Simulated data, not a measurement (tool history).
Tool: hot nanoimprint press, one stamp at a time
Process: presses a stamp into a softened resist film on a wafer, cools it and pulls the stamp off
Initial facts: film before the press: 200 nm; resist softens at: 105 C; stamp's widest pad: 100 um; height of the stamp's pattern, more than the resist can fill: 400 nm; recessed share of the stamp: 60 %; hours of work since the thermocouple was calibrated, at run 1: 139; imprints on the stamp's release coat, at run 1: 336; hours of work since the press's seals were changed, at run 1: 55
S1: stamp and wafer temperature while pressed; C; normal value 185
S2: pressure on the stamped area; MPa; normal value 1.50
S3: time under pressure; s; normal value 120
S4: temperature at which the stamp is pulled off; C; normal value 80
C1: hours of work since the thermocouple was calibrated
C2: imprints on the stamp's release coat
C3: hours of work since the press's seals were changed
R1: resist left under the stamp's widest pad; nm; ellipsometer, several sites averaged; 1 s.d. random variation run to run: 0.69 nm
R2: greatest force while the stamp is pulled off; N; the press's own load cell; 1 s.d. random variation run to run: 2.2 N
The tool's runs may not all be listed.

run	day	S1	S2	S3	S4	C1	C2	C3	R1	R2
1	0.000	185	1.50	120	80	139	336	55	77.1	106
2	2.233	185	1.50	120	80	161	474	78	76.8	110
# day 4.850: stamp cleaned and given a new release coat
3	6.683	176	1.50	120	80	204	113	120	117.5	98
4	10.167	176	1.50	120	80	239	328	156	117.9	105
5	14.492	185	1.50	120	80	283	595	199	75.6	110
# day 15.292: stamp cleaned and given a new release coat
6	17.271	185	1.50	120	80	308	122	225	74.7	94
7	19.192	185	1.50	120	80	328	240	244	74.3	102
8	23.075	185	1.50	120	80	367	480	284	75.2	107
# day 25.700: stamp cleaned and given a new release coat
9	26.904	185	1.50	120	80	404	74	320	74.5	97
10	29.633	185	1.50	120	80	431	243	348	74.2	99
11	32.646	185	1.50	120	80	462	429	378	74.8	105
# day 36.233: stamp cleaned and given a new release coat
12	36.688	185	1.50	120	80	500	28	417	74.8	94
# day 36.992: plate thermocouple calibrated
13	38.858	185	1.50	120	87	19	154	437	70.7	76
14	41.050	185	1.50	120	87	41	289	460	70.5	75
15	43.800	185	1.50	120	87	69	459	487	70.8	81
16	46.183	185	1.50	100	85	93	606	512	76.7	89
# day 46.654: stamp cleaned and given a new release coat
17	48.988	185	1.50	100	85	119	144	537	76.1	80
18	52.058	185	1.50	69	85	150	334	569	88.4	85
19	55.875	185	1.50	69	85	189	569	607	86.7	92
# day 57.004: stamp cleaned and given a new release coat
20	59.783	185	1.71	206	80	226	172	644	51.7	94
# day 60.325: plate thermocouple calibrated, once more
21	62.167	185	1.71	206	80	19	311	667	60.3	107
# day 63.771: press's hydraulic seals changed and the load cell set to zero
22	65.771	175	1.50	142	80	52	513	20	118.0	105
# day 67.779: stamp cleaned and given a new release coat
23	69.621	185	1.31	120	80	88	114	57	83.0	97
24	73.729	185	2.01	66	74	130	367	98	87.3	127
25	77.204	185	2.01	66	74	165	582	134	85.9	136
# day 77.992: stamp cleaned and given a new release coat
26	81.096	185	2.01	66	74	202	191	170	88.5	113
27	83.850	189	1.03	120	80	230	361	198	76.2	108
28	87.796	189	1.44	214	72	270	605	238	49.5	135
# day 88.342: stamp cleaned and given a new release coat
29	91.417	189	1.44	214	72	304	190	272	50.6	123

Here are 3 independent what-if runs from the current tool condition. What would each one return?
A	94.254	185	1.50	120	69	333	365	301	?	?
B	94.254	185	1.50	127	70	333	365	301	?	?
C	94.254	185	1.76	114	80	333	365	301	?	?

run	R1	R2
A	77.0	137
B	74.8	138
C	72.5	108
Without the tool's hidden state the same runs would have given:
run	R1	R2
A	79.2	125
B	77.0	126
C	74.6	99
